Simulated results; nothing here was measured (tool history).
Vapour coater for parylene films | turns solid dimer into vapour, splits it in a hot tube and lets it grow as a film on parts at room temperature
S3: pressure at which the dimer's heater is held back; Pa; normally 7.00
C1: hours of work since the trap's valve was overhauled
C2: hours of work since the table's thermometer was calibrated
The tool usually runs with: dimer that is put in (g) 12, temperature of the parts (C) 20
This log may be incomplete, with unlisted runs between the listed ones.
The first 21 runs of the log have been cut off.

{"run": 22, "hour": 820.0, "dimer that is put in (g)": 12, "temperature of the parts (C)": 20, "S3": 7.0, "C1": 67, "C2": 1181, "thickness of the film (µm)": 4.5}
{"run": 23, "hour": 857.5, "dimer that is put in (g)": 12, "temperature of the parts (C)": 20, "S3": 7.0, "C1": 85, "C2": 1200, "thickness of the film (µm)": 4.37}
{"run": 24, "hour": 910.1, "dimer that is put in (g)": 10, "temperature of the parts (C)": 20, "S3": 2.22, "C1": 111, "C2": 1225, "thickness of the film (µm)": 4.04}
{"run": 25, "hour": 957.9, "dimer that is put in (g)": 6, "temperature of the parts (C)": 13, "S3": 10.68, "C1": 135, "C2": 1249, "thickness of the film (µm)": 2.97}
{"run": 26, "hour": 1007.3, "dimer that is put in (g)": 6, "temperature of the parts (C)": 13, "S3": 10.68, "C1": 159, "C2": 1273, "thickness of the film (µm)": 3.01}
{"run": 27, "hour": 1049.3, "dimer that is put in (g)": 14, "temperature of the parts (C)": 20, "S3": 4.41, "C1": 180, "C2": 1294, "thickness of the film (µm)": 5.25}
{"hour": 1095.3, "done": "table's thermometer calibrated"}
{"run": 28, "hour": 1098.1, "dimer that is put in (g)": 14, "temperature of the parts (C)": 20, "S3": 4.41, "C1": 203, "C2": 1, "thickness of the film (µm)": 4.96}
{"run": 29, "hour": 1139.5, "dimer that is put in (g)": 14, "temperature of the parts (C)": 20, "S3": 4.41, "C1": 223, "C2": 22, "thickness of the film (µm)": 4.97}
{"run": 30, "hour": 1169.8, "dimer that is put in (g)": 14, "temperature of the parts (C)": 27, "S3": 6.53, "C1": 238, "C2": 37, "thickness of the film (µm)": 3.43}
{"run": 31, "hour": 1219.8, "dimer that is put in (g)": 15, "temperature of the parts (C)": 24, "S3": 2.44, "C1": 263, "C2": 61, "thickness of the film (µm)": 4.42}
{"run": 32, "hour": 1256.3, "dimer that is put in (g)": 17, "temperature of the parts (C)": 24, "S3": 8.77, "C1": 281, "C2": 79, "thickness of the film (µm)": 4.71}
{"run": 33, "hour": 1283.5, "dimer that is put in (g)": 17, "temperature of the parts (C)": 26, "S3": 11.75, "C1": 294, "C2": 92, "thickness of the film (µm)": 4.14}
{"run": 34, "hour": 1313.5, "dimer that is put in (g)": 17, "temperature of the parts (C)": 26, "S3": 11.75, "C1": 309, "C2": 107, "thickness of the film (µm)": 4.15}
{"run": 35, "hour": 1354.1, "dimer that is put in (g)": 17, "temperature of the parts (C)": 26, "S3": 11.75, "C1": 329, "C2": 127, "thickness of the film (µm)": 4.12}
{"run": 36, "hour": 1403.9, "dimer that is put in (g)": 6, "temperature of the parts (C)": 30, "S3": 7.0, "C1": 353, "C2": 152, "thickness of the film (µm)": 1.24}
{"run": 37, "hour": 1454.4, "dimer that is put in (g)": 15, "temperature of the parts (C)": 20, "S3": 7.0, "C1": 378, "C2": 176, "thickness of the film (µm)": 5.0}
{"run": 38, "hour": 1490.7, "dimer that is put in (g)": 15, "temperature of the parts (C)": 20, "S3": 7.0, "C1": 396, "C2": 194, "thickness of the film (µm)": 4.99}
{"run": 39, "hour": 1542.1, "dimer that is put in (g)": 12, "temperature of the parts (C)": 20, "S3": 5.87, "C1": 421, "C2": 219, "thickness of the film (µm)": 4.12}
{"run": 40, "hour": 1581.3, "dimer that is put in (g)": 7, "temperature of the parts (C)": 16, "S3": 2.1, "C1": 440, "C2": 239, "thickness of the film (µm)": 3.11}
{"run": 41, "hour": 1607.6, "dimer that is put in (g)": 7, "temperature of the parts (C)": 16, "S3": 2.1, "C1": 453, "C2": 252, "thickness of the film (µm)": 3.14}
{"run": 42, "hour": 1643.6, "dimer that is put in (g)": 7, "temperature of the parts (C)": 16, "S3": 7.26, "C1": 471, "C2": 269, "thickness of the film (µm)": 2.88}
{"run": 43, "hour": 1674.8, "dimer that is put in (g)": 22, "temperature of the parts (C)": 16, "S3": 3.62, "C1": 486, "C2": 285, "thickness of the film (µm)": 9.35}
{"run": 44, "hour": 1726.2, "dimer that is put in (g)": 5, "temperature of the parts (C)": 28, "S3": 3.14, "C1": 512, "C2": 310, "thickness of the film (µm)": 1.19}
{"run": 45, "hour": 1760.8, "dimer that is put in (g)": 13, "temperature of the parts (C)": 16, "S3": 3.15, "C1": 529, "C2": 327, "thickness of the film (µm)": 5.7}
{"run": 46, "hour": 1789.2, "dimer that is put in (g)": 12, "temperature of the parts (C)": 20, "S3": 7.0, "C1": 542, "C2": 341, "thickness of the film (µm)": 3.98}

5 ways to go on from here, each from the tool as it stands after run 46. What would each give?
{"run": "A", "hour": 1827.9, "dimer that is put in (g)": 7, "temperature of the parts (C)": 26, "S3": 7.0, "C1": 561, "C2": 360, "thickness of the film (µm)": "?"}
{"run": "B", "hour": 1827.9, "dimer that is put in (g)": 5, "temperature of the parts (C)": 20, "S3": 7.0, "C1": 561, "C2": 360, "thickness of the film (µm)": "?"}
{"run": "C", "hour": 1827.9, "dimer that is put in (g)": 16, "temperature of the parts (C)": 20, "S3": 7.0, "C1": 561, "C2": 360, "thickness of the film (µm)": "?"}
{"run": "D", "hour": 1827.9, "dimer that is put in (g)": 12, "temperature of the parts (C)": 17, "S3": 7.0, "C1": 561, "C2": 360, "thickness of the film (µm)": "?"}
{"run": "E", "hour": 1827.9, "dimer that is put in (g)": 6, "temperature of the parts (C)": 15, "S3": 3.42, "C1": 561, "C2": 360, "thickness of the film (µm)": "?"}

run=A thickness_of_the_film_(µm)=1.80
run=B thickness_of_the_film_(µm)=1.67
run=C thickness_of_the_film_(µm)=5.43
run=D thickness_of_the_film_(µm)=4.62
run=E thickness_of_the_film_(µm)=2.70
What these runs would have given with no unlogged condition in the tool:
run=A thickness_of_the_film_(µm)=1.87
run=B thickness_of_the_film_(µm)=1.74
run=C thickness_of_the_film_(µm)=5.67
run=D thickness_of_the_film_(µm)=4.83
run=E thickness_of_the_film_(µm)=2.82
